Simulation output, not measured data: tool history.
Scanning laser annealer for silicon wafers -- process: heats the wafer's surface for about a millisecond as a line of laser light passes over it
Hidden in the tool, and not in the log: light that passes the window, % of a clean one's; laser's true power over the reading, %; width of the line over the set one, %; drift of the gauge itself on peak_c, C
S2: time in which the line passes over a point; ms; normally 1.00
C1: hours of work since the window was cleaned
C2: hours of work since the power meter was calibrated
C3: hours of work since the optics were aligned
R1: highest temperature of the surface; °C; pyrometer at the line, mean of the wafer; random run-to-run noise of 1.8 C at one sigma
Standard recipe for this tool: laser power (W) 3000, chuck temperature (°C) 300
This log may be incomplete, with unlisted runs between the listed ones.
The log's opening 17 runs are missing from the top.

run 18 hour=561.3 | laser_power_(W)=2881 S2=1.00 chuck_temperature_(°C)=300 | C1=273 C2=580 C3=1177 | R1=928
run 19 hour=582.6 | laser_power_(W)=3000 S2=1.00 chuck_temperature_(°C)=300 | C1=283 C2=591 C3=1188 | R1=956
run 20 hour=622.4 | laser_power_(W)=3000 S2=1.00 chuck_temperature_(°C)=300 | C1=303 C2=611 C3=1208 | R1=952
-- hour=633.3 window over the wafer cleaned
run 21 hour=672.1 | laser_power_(W)=3244 S2=1.00 chuck_temperature_(°C)=300 | C1=19 C2=635 C3=1232 | R1=1065
run 22 hour=706.6 | laser_power_(W)=3244 S2=1.00 chuck_temperature_(°C)=300 | C1=37 C2=652 C3=1249 | R1=1057
run 23 hour=730.5 | laser_power_(W)=3244 S2=1.00 chuck_temperature_(°C)=300 | C1=49 C2=664 C3=1261 | R1=1056
run 24 hour=772.3 | laser_power_(W)=3204 S2=1.07 chuck_temperature_(°C)=300 | C1=70 C2=685 C3=1282 | R1=1066
run 25 hour=795.9 | laser_power_(W)=2879 S2=1.01 chuck_temperature_(°C)=323 | C1=81 C2=697 C3=1294 | R1=977
run 26 hour=833.8 | laser_power_(W)=2879 S2=1.01 chuck_temperature_(°C)=323 | C1=100 C2=716 C3=1313 | R1=975
run 27 hour=879.4 | laser_power_(W)=2879 S2=1.01 chuck_temperature_(°C)=323 | C1=123 C2=739 C3=1336 | R1=972
run 28 hour=905.2 | laser_power_(W)=3000 S2=1.23 chuck_temperature_(°C)=300 | C1=136 C2=752 C3=1349 | R1=1044
run 29 hour=928.0 | laser_power_(W)=3000 S2=1.23 chuck_temperature_(°C)=300 | C1=148 C2=763 C3=1360 | R1=1041
run 30 hour=971.6 | laser_power_(W)=2828 S2=0.92 chuck_temperature_(°C)=311 | C1=169 C2=785 C3=1382 | R1=912
run 31 hour=1004.8 | laser_power_(W)=2975 S2=1.07 chuck_temperature_(°C)=293 | C1=186 C2=802 C3=1399 | R1=974
run 32 hour=1034.1 | laser_power_(W)=3175 S2=0.79 chuck_temperature_(°C)=306 | C1=201 C2=816 C3=1413 | R1=945
run 33 hour=1058.7 | laser_power_(W)=2835 S2=1.00 chuck_temperature_(°C)=300 | C1=213 C2=829 C3=1426 | R1=920
run 34 hour=1103.2 | laser_power_(W)=3234 S2=1.00 chuck_temperature_(°C)=292 | C1=235 C2=851 C3=1448 | R1=1011
run 35 hour=1124.0 | laser_power_(W)=2617 S2=1.11 chuck_temperature_(°C)=322 | C1=246 C2=861 C3=1458 | R1=907
run 36 hour=1164.9 | laser_power_(W)=2617 S2=1.11 chuck_temperature_(°C)=322 | C1=266 C2=882 C3=1479 | R1=904
run 37 hour=1204.9 | laser_power_(W)=2617 S2=1.11 chuck_temperature_(°C)=322 | C1=286 C2=902 C3=1499 | R1=902
-- hour=1217.2 optics aligned, line set to its width
run 38 hour=1240.9 | laser_power_(W)=3000 S2=1.00 chuck_temperature_(°C)=325 | C1=302 C2=917 C3=12 | R1=991
-- hour=1254.2 window over the wafer cleaned
run 39 hour=1277.1 | laser_power_(W)=2746 S2=0.78 chuck_temperature_(°C)=262 | C1=11 C2=935 C3=29 | R1=832
run 40 hour=1310.8 | laser_power_(W)=2746 S2=0.93 chuck_temperature_(°C)=262 | C1=28 C2=951 C3=46 | R1=878
run 41 hour=1340.7 | laser_power_(W)=3270 S2=1.04 chuck_temperature_(°C)=262 | C1=43 C2=966 C3=61 | R1=1059

4 ways to go on from here, each from the tool as it stands after run 41. What would each give?
run A hour=1385.6 | laser_power_(W)=3181 S2=1.19 chuck_temperature_(°C)=306 | C1=66 C2=989 C3=83 | R1=?
run B hour=1385.6 | laser_power_(W)=3050 S2=1.00 chuck_temperature_(°C)=266 | C1=66 C2=989 C3=83 | R1=?
run C hour=1385.6 | laser_power_(W)=3270 S2=1.04 chuck_temperature_(°C)=264 | C1=66 C2=989 C3=83 | R1=?
run D hour=1385.6 | laser_power_(W)=3270 S2=1.04 chuck_temperature_(°C)=307 | C1=66 C2=989 C3=83 | R1=?

run=A R1=1122
run=B R1=983
run=C R1=1058
run=D R1=1100
With the hidden condition removed and each run's random variation left untouched, the same runs would have given:
run=A R1=1143
run=B R1=1002
run=C R1=1079
run=D R1=1121
